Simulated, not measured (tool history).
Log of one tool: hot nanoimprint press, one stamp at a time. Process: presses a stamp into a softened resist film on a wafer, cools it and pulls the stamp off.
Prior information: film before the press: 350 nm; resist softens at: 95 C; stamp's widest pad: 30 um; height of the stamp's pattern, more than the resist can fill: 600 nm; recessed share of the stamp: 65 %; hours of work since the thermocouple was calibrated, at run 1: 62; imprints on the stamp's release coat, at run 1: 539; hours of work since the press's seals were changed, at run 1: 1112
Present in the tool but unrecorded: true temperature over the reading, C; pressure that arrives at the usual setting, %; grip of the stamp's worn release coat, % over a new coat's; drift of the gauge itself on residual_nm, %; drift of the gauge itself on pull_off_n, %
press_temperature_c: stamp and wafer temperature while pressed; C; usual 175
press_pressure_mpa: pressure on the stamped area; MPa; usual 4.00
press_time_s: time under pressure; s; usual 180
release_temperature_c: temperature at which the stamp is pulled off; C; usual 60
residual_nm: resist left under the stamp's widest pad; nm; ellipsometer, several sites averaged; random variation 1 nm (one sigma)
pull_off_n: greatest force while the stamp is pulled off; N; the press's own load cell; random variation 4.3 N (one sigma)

run,hour,press_temperature_c,press_pressure_mpa,press_time_s,release_temperature_c,hours of work since the thermocouple was calibrated,imprints on the stamp's release coat,hours of work since the press's seals were changed,residual_nm,pull_off_n
1,0.0,175,4.00,180,60,62,539,1112,211.9,247
# hour 9.4: stamp cleaned and given a new release coat
2,53.4,175,4.00,180,60,99,150,1148,208.5,210
3,114.2,175,4.00,180,56,146,357,1196,211.5,239
4,154.8,175,4.00,180,56,178,496,1228,211.4,246
# hour 175.2: stamp cleaned and given a new release coat
# hour 226.7: press's hydraulic seals changed and the load cell set to zero
5,249.7,175,4.00,180,56,241,227,18,203.8,231
6,314.1,175,5.39,180,56,291,446,68,179.4,246
# hour 352.1: stamp cleaned and given a new release coat
7,390.5,175,5.39,180,49,346,131,123,177.9,234
8,424.9,175,4.00,160,60,373,249,150,209.2,226
9,500.3,175,4.00,160,60,432,506,209,209.3,247
# hour 509.2: plate thermocouple calibrated
# hour 521.6: stamp cleaned and given a new release coat
10,566.4,175,4.00,180,60,40,153,254,204.9,214
11,616.8,178,3.51,180,60,79,325,293,200.0,235
12,654.1,178,3.51,180,60,108,452,322,199.4,244
# hour 690.7: stamp cleaned and given a new release coat
13,743.5,183,2.95,293,63,174,180,387,157.4,211
14,819.5,183,2.54,312,63,233,439,446,164.3,227
# hour 858.9: stamp cleaned and given a new release coat
15,906.4,179,4.85,312,61,296,163,510,134.9,213
16,947.4,179,4.85,312,61,328,303,542,137.2,218
17,997.7,187,3.37,312,51,367,474,581,127.3,252
# hour 1027.3: stamp cleaned and given a new release coat
18,1047.3,167,5.05,92,55,401,68,615,269.5,219
19,1087.2,178,4.00,150,65,432,204,646,196.6,203
# hour 1093.6: plate thermocouple calibrated
20,1152.4,165,2.66,255,49,46,416,695,270.4,250

Describe how what the log doesn't record of the tool's condition differs between the last listed run preceding each entry between runs and the first listed run following it.
After run 1, before run 2: stamp cleaned and given a new release coat (hour 9.4)
  true temperature over the reading, C: -0.01 -> 0.1; pressure that arrives at the usual setting, %: 93.08 -> 92.85; grip of the stamp's worn release coat, % over a new coat's: 18.8 -> 5.1
  what was measured, less what the result would be without the hidden state, residual_nm: +5.8 -> +5.4 nm; pull_off_n: +39 -> +10 N
After run 4, before run 5: stamp cleaned and given a new release coat (hour 175.2); press's hydraulic seals changed and the load cell set to zero (hour 226.7)
  true temperature over the reading, C: 0.29 -> 0.45; pressure that arrives at the usual setting, %: 92.31 -> 99.67; grip of the stamp's worn release coat, % over a new coat's: 17.2 -> 7.7
  what was measured, less what the result would be without the hidden state, residual_nm: +4.9 -> -2.1 nm; pull_off_n: +35 -> +16 N
After run 6, before run 7: stamp cleaned and given a new release coat (hour 352.1)
  true temperature over the reading, C: 0.58 -> 0.72; pressure that arrives at the usual setting, %: 99.35 -> 98.98; grip of the stamp's worn release coat, % over a new coat's: 15.4 -> 4.4
  what was measured, less what the result would be without the hidden state, residual_nm: -2.4 -> -2.7 nm; pull_off_n: +31 -> +8 N
After run 9, before run 10: plate thermocouple calibrated (hour 509.2); stamp cleaned and given a new release coat (hour 521.6)
  true temperature over the reading, C: 0.94 -> 0.36; pressure that arrives at the usual setting, %: 98.42 -> 98.13; grip of the stamp's worn release coat, % over a new coat's: 17.6 -> 5.2
  what was measured, less what the result would be without the hidden state, residual_nm: -3.8 -> -0.4 nm; pull_off_n: +35 -> +10 N
After run 12, before run 13: stamp cleaned and given a new release coat (hour 690.7)
  true temperature over the reading, C: 0.55 -> 0.72; pressure that arrives at the usual setting, %: 97.7 -> 97.28; grip of the stamp's worn release coat, % over a new coat's: 15.7 -> 6.1
  what was measured, less what the result would be without the hidden state, residual_nm: -1.2 -> -1.7 nm; pull_off_n: +31 -> +11 N
After run 14, before run 15: stamp cleaned and given a new release coat (hour 858.9)
  true temperature over the reading, C: 0.88 -> 1.04; pressure that arrives at the usual setting, %: 96.89 -> 96.51; grip of the stamp's worn release coat, % over a new coat's: 15.2 -> 5.5
  what was measured, less what the result would be without the hidden state, residual_nm: -2.5 -> -1.5 nm; pull_off_n: +29 -> +9 N
After run 17, before run 18: stamp cleaned and given a new release coat (hour 1027.3)
  true temperature over the reading, C: 1.23 -> 1.31; pressure that arrives at the usual setting, %: 96.06 -> 95.85; grip of the stamp's worn release coat, % over a new coat's: 16.4 -> 2.3
  what was measured, less what the result would be without the hidden state, residual_nm: -2.5 -> -2.8 nm; pull_off_n: +33 -> +2 N
After run 19, before run 20: plate thermocouple calibrated (hour 1093.6)
  true temperature over the reading, C: 1.38 -> 0.35; pressure that arrives at the usual setting, %: 95.64 -> 95.32; grip of the stamp's worn release coat, % over a new coat's: 6.9 -> 14.4
  what was measured, less what the result would be without the hidden state, residual_nm: -3.5 -> +0.3 nm; pull_off_n: +11 -> +30 N
